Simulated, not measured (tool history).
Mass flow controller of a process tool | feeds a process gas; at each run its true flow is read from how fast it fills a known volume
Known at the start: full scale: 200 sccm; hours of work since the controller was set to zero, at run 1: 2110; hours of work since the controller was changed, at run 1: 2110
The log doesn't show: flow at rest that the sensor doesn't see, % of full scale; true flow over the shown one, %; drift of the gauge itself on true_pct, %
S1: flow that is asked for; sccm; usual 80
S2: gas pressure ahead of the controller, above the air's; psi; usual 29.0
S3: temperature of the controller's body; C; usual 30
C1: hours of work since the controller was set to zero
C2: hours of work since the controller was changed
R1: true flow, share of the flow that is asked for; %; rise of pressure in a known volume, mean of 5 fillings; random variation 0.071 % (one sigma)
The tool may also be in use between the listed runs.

run 1 hour=0.0 | S1=80 S2=29.0 S3=30 | C1=2110 C2=2110 | R1=99.50
run 2 hour=139.8 | S1=34 S2=29.0 S3=30 | C1=2206 C2=2206 | R1=99.25
run 3 hour=346.6 | S1=34 S2=29.0 S3=30 | C1=2347 C2=2347 | R1=99.16
run 4 hour=467.9 | S1=125 S2=29.0 S3=30 | C1=2430 C2=2430 | R1=99.35
run 5 hour=650.1 | S1=80 S2=29.0 S3=29 | C1=2554 C2=2554 | R1=99.00
run 6 hour=831.7 | S1=80 S2=29.0 S3=29 | C1=2678 C2=2678 | R1=98.88
run 7 hour=1065.6 | S1=80 S2=29.0 S3=29 | C1=2838 C2=2838 | R1=98.87
run 8 hour=1176.7 | S1=80 S2=29.0 S3=29 | C1=2914 C2=2914 | R1=98.89
run 9 hour=1311.0 | S1=80 S2=29.0 S3=29 | C1=3005 C2=3005 | R1=98.80
run 10 hour=1525.8 | S1=80 S2=20.6 S3=30 | C1=3152 C2=3152 | R1=98.23
run 11 hour=1651.5 | S1=80 S2=20.6 S3=30 | C1=3238 C2=3238 | R1=98.28
run 12 hour=1810.9 | S1=36 S2=20.6 S3=30 | C1=3347 C2=3347 | R1=97.97
run 13 hour=1913.9 | S1=36 S2=20.6 S3=30 | C1=3417 C2=3417 | R1=97.90
run 14 hour=2044.3 | S1=80 S2=29.0 S3=30 | C1=3506 C2=3506 | R1=98.35
run 15 hour=2217.4 | S1=80 S2=29.0 S3=30 | C1=3624 C2=3624 | R1=98.14
run 16 hour=2445.8 | S1=197 S2=29.0 S3=30 | C1=3780 C2=3780 | R1=98.36
run 17 hour=2593.6 | S1=197 S2=29.0 S3=30 | C1=3881 C2=3881 | R1=98.38
run 18 hour=2728.5 | S1=80 S2=29.0 S3=30 | C1=3973 C2=3973 | R1=97.92
run 19 hour=2899.4 | S1=80 S2=29.0 S3=30 | C1=4090 C2=4090 | R1=97.86
run 20 hour=3132.0 | S1=152 S2=29.0 S3=30 | C1=4249 C2=4249 | R1=97.71
run 21 hour=3331.4 | S1=80 S2=29.0 S3=26 | C1=4385 C2=4385 | R1=97.68
run 22 hour=3518.5 | S1=80 S2=29.0 S3=26 | C1=4513 C2=4513 | R1=97.60
run 23 hour=3648.5 | S1=80 S2=29.0 S3=26 | C1=4601 C2=4601 | R1=97.43
run 24 hour=3799.3 | S1=80 S2=29.0 S3=30 | C1=4704 C2=4704 | R1=97.38
run 25 hour=3973.2 | S1=80 S2=31.9 S3=25 | C1=4823 C2=4823 | R1=97.51
run 26 hour=4122.1 | S1=80 S2=28.9 S3=30 | C1=4925 C2=4925 | R1=97.11
-- hour=4247.8 gauge calibrated
run 27 hour=4338.8 | S1=138 S2=24.5 S3=32 | C1=5073 C2=5073 | R1=99.43
run 28 hour=4570.3 | S1=24 S2=24.5 S3=32 | C1=5231 C2=5231 | R1=98.93
run 29 hour=4734.6 | S1=24 S2=24.5 S3=32 | C1=5343 C2=5343 | R1=98.71
run 30 hour=4841.8 | S1=36 S2=33.9 S3=34 | C1=5416 C2=5416 | R1=99.06
run 31 hour=5055.7 | S1=47 S2=28.7 S3=36 | C1=5562 C2=5562 | R1=98.60
run 32 hour=5207.5 | S1=29 S2=37.1 S3=32 | C1=5666 C2=5666 | R1=98.90
run 33 hour=5305.0 | S1=29 S2=22.9 S3=24 | C1=5732 C2=5732 | R1=98.59
run 34 hour=5470.8 | S1=29 S2=22.9 S3=33 | C1=5845 C2=5845 | R1=98.21
run 35 hour=5693.8 | S1=29 S2=22.9 S3=33 | C1=5998 C2=5998 | R1=98.09
run 36 hour=5793.9 | S1=188 S2=29.0 S3=23 | C1=6066 C2=6066 | R1=99.10
run 37 hour=5999.9 | S1=188 S2=29.0 S3=23 | C1=6207 C2=6207 | R1=99.01
run 38 hour=6208.7 | S1=188 S2=29.0 S3=23 | C1=6349 C2=6349 | R1=99.04
run 39 hour=6366.0 | S1=188 S2=29.0 S3=23 | C1=6457 C2=6457 | R1=98.93
-- hour=6407.5 controller's zero set anew
run 40 hour=6532.7 | S1=188 S2=29.0 S3=23 | C1=85 C2=6570 | R1=98.82
run 41 hour=6651.3 | S1=127 S2=26.8 S3=21 | C1=166 C2=6651 | R1=98.25
run 42 hour=6752.4 | S1=38 S2=29.0 S3=29 | C1=235 C2=6720 | R1=97.89
run 43 hour=6964.1 | S1=26 S2=29.0 S3=29 | C1=380 C2=6865 | R1=97.85
run 44 hour=7091.7 | S1=26 S2=29.0 S3=35 | C1=467 C2=6952 | R1=97.33
run 45 hour=7260.9 | S1=26 S2=29.0 S3=35 | C1=583 C2=7067 | R1=97.35
run 46 hour=7449.6 | S1=162 S2=24.5 S3=24 | C1=711 C2=7196 | R1=97.98
run 47 hour=7605.9 | S1=162 S2=24.5 S3=24 | C1=818 C2=7303 | R1=97.84
run 48 hour=7776.5 | S1=46 S2=34.1 S3=23 | C1=935 C2=7419 | R1=97.79

4 ways to go on from here, each from the tool as it stands after run 48. What would each give?
run A hour=7950.6 | S1=34 S2=34.1 S3=23 | C1=1054 C2=7538 | R1=?
run B hour=7950.6 | S1=46 S2=34.1 S3=29 | C1=1054 C2=7538 | R1=?
run C hour=7950.6 | S1=34 S2=29.0 S3=34 | C1=1054 C2=7538 | R1=?
run D hour=7950.6 | S1=46 S2=34.1 S3=24 | C1=1054 C2=7538 | R1=?

run=A R1=97.52
run=B R1=97.42
run=C R1=97.01
run=D R1=97.47
Without the tool's hidden state the same runs would have given:
run=A R1=99.63
run=B R1=99.53
run=C R1=99.12
run=D R1=99.59
